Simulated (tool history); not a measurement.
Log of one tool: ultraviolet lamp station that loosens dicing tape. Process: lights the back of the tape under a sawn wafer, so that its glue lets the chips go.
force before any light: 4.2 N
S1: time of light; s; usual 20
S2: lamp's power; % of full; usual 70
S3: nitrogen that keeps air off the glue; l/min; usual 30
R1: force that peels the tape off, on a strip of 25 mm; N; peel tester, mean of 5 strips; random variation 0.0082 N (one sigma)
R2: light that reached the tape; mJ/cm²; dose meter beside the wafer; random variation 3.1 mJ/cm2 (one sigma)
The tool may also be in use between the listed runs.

run    day  S1  S2  S3     R1   R2
  1      0  20  70  30  0.392  415
  2  0.596  20  70  30   0.41  423
  3  1.038  20  70  30  0.387  415
  4  1.533  20  70  30  0.411  422
  5  1.971  20  70  30  0.385  414
  6  2.588  20  70  30  0.417  410
  7  3.512  20  70  30  0.418  408
  8  3.917  20  70  30   0.41  402
  9  4.512  20  70  30  0.405  404
 10      5  18  70  30  0.499  362
 11  5.383  18  70  25  0.534  359
 12  5.788  18  70  25   0.54  362
 13  6.533  14  70  25  0.815  280
     6.617  -- window cleaned of glue's vapour
 14  7.154  12  70  30  1.068  220
 15  7.921  12  70  28  1.024  212
 16  8.633  20  91  52  0.291  466
     9.183  -- window cleaned of glue's vapour, once more
 17  9.183  20  78  21  0.324  501
 18  9.788  20  99  10  0.307  646

The next listed run, before its measurement:
 19  10.179  26  83  20   ?   ?

Run 19 gave R1 0.231 N, R2 689 mJ/cm².
Without the tool's hidden state the same run would have given R1 0.221 N, R2 728 mJ/cm².
